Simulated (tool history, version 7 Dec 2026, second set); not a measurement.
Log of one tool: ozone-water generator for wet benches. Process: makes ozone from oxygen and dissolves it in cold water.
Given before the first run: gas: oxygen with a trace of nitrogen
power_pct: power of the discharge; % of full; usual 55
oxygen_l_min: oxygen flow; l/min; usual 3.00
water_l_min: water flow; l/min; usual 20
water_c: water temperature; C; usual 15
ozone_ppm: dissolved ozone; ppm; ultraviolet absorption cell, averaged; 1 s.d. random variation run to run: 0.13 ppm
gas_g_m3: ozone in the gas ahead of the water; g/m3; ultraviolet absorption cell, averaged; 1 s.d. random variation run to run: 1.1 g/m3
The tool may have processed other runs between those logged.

| run | hour | power_pct | oxygen_l_min | water_l_min | water_c | ozone_ppm | gas_g_m3 |
|---|---|---|---|---|---|---|---|
| 1 | 0.0 | 55 | 3.00 | 20 | 15 | 14.1 | 196.5 |
| 2 | 182.5 | 55 | 3.43 | 20 | 15 | 14.5 | 180.4 |
| 3 | 267.9 | 55 | 3.00 | 20 | 15 | 14.3 | 193.6 |
| 4 | 398.1 | 55 | 1.52 | 20 | 15 | 12.9 | 300.2 |
| 5 | 547.6 | 55 | 1.52 | 20 | 15 | 13.0 | 298.9 |
| 6 | 660.5 | 55 | 4.90 | 20 | 15 | 14.6 | 142.9 |
| 7 | 833.8 | 55 | 4.90 | 20 | 15 | 14.4 | 145.5 |
| 8 | 924.9 | 55 | 4.12 | 20 | 15 | 14.5 | 160.1 |
|  | 983.1 | contactor cleaned |
| 9 | 1030.3 | 85 | 3.00 | 20 | 15 | 18.9 | 261.4 |
| 10 | 1189.0 | 85 | 3.00 | 20 | 15 | 19.4 | 261.2 |
| 11 | 1297.8 | 55 | 3.00 | 20 | 9 | 15.2 | 195.7 |
| 12 | 1380.3 | 55 | 3.00 | 20 | 9 | 15.2 | 196.1 |
| 13 | 1479.3 | 55 | 3.00 | 20 | 13 | 14.5 | 197.3 |
| 14 | 1594.7 | 55 | 4.94 | 20 | 15 | 14.7 | 141.8 |
| 15 | 1728.4 | 55 | 4.94 | 20 | 15 | 14.4 | 143.1 |
| 16 | 1896.0 | 55 | 4.94 | 20 | 15 | 14.4 | 144.5 |
| 17 | 2031.4 | 88 | 4.94 | 24 | 15 | 16.5 | 195.0 |
| 18 | 2112.6 | 48 | 2.56 | 20 | 12 | 13.4 | 196.9 |
| 19 | 2228.0 | 48 | 2.56 | 30 | 12 | 8.4 | 198.6 |
| 20 | 2371.0 | 48 | 2.56 | 30 | 12 | 8.2 | 197.3 |
| 21 | 2542.9 | 48 | 2.56 | 30 | 12 | 8.4 | 198.6 |
| 22 | 2693.3 | 48 | 2.56 | 30 | 12 | 8.1 | 200.7 |
| 23 | 2792.9 | 55 | 2.94 | 26 | 15 | 10.8 | 200.8 |
| 24 | 2871.7 | 55 | 1.87 | 15 | 15 | 18.4 | 265.6 |
| 25 | 3018.2 | 78 | 4.94 | 22 | 21 | 15.5 | 181.2 |
| 26 | 3147.5 | 80 | 2.94 | 19 | 11 | 20.3 | 256.5 |
| 27 | 3237.9 | 66 | 5.29 | 21 | 8 | 17.1 | 156.8 |
| 28 | 3356.8 | 66 | 5.29 | 21 | 8 | 17.1 | 158.4 |
| 29 | 3484.9 | 66 | 5.29 | 21 | 8 | 16.9 | 155.4 |
| 30 | 3639.7 | 48 | 3.20 | 21 | 11 | 12.9 | 174.1 |
| 31 | 3730.3 | 48 | 3.20 | 21 | 11 | 12.9 | 174.6 |
| 32 | 3831.5 | 57 | 2.13 | 20 | 15 | 14.2 | 252.0 |

What if the next run were any one of these 4? Each begins from the tool's condition after run 32:
| A | 3986.3 | 85 | 2.13 | 20 | 15 | ? | ? |
| B | 3986.3 | 85 | 3.00 | 20 | 15 | ? | ? |
| C | 3986.3 | 57 | 1.80 | 24 | 19 | ? | ? |
| D | 3986.3 | 57 | 5.01 | 23 | 8 | ? | ? |

| run | ozone_ppm | gas_g_m3 |
|---|---|---|
| A | 18.4 | 328.3 |
| B | 18.9 | 265.2 |
| C | 10.8 | 281.4 |
| D | 14.1 | 148.3 |
Without the tool's hidden state the same runs would have given:
| run | ozone_ppm | gas_g_m3 |
|---|---|---|
| A | 18.5 | 322.1 |
| B | 18.9 | 260.2 |
| C | 10.8 | 276.0 |
| D | 14.1 | 145.5 |
